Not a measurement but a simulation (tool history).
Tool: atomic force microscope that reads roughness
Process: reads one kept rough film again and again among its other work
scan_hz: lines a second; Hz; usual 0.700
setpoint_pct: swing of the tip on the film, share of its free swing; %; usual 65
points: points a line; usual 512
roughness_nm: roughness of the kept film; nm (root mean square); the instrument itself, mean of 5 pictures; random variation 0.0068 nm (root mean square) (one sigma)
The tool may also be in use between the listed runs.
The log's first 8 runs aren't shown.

run,hour,scan_hz,setpoint_pct,points,pictures with this tip,hours of work since the height scale was calibrated,roughness_nm
# hour 166.5: new tip fitted
9,172.8,0.700,70,512,9,512,1.363
10,203.9,0.700,65,512,56,535,1.378
11,231.0,0.700,65,318,97,555,1.368
12,260.1,0.700,65,318,140,576,1.368
13,292.6,0.700,65,318,189,600,1.371
# hour 319.9: new tip fitted
14,322.1,0.700,65,512,3,621,1.374
15,347.2,0.700,65,512,41,640,1.383
16,380.0,0.700,65,512,90,664,1.366
17,402.5,0.700,65,512,124,680,1.361
18,425.0,2.983,60,835,158,697,1.329
19,453.0,2.287,71,316,200,717,1.309
# hour 473.6: new tip fitted
20,484.2,0.635,71,937,16,740,1.384
21,517.2,1.690,81,937,65,764,1.297
22,535.2,1.690,81,937,92,777,1.295
23,556.3,1.947,77,512,124,793,1.286
24,573.5,0.630,59,663,149,805,1.373

Run 25 comes next. What will it give?
25,601.6,0.554,65,512,192,826,?

roughness_nm: 1.383 nm (root mean square)
Without the tool's hidden state the same run would have given roughness_nm 1.386 nm (root mean square).

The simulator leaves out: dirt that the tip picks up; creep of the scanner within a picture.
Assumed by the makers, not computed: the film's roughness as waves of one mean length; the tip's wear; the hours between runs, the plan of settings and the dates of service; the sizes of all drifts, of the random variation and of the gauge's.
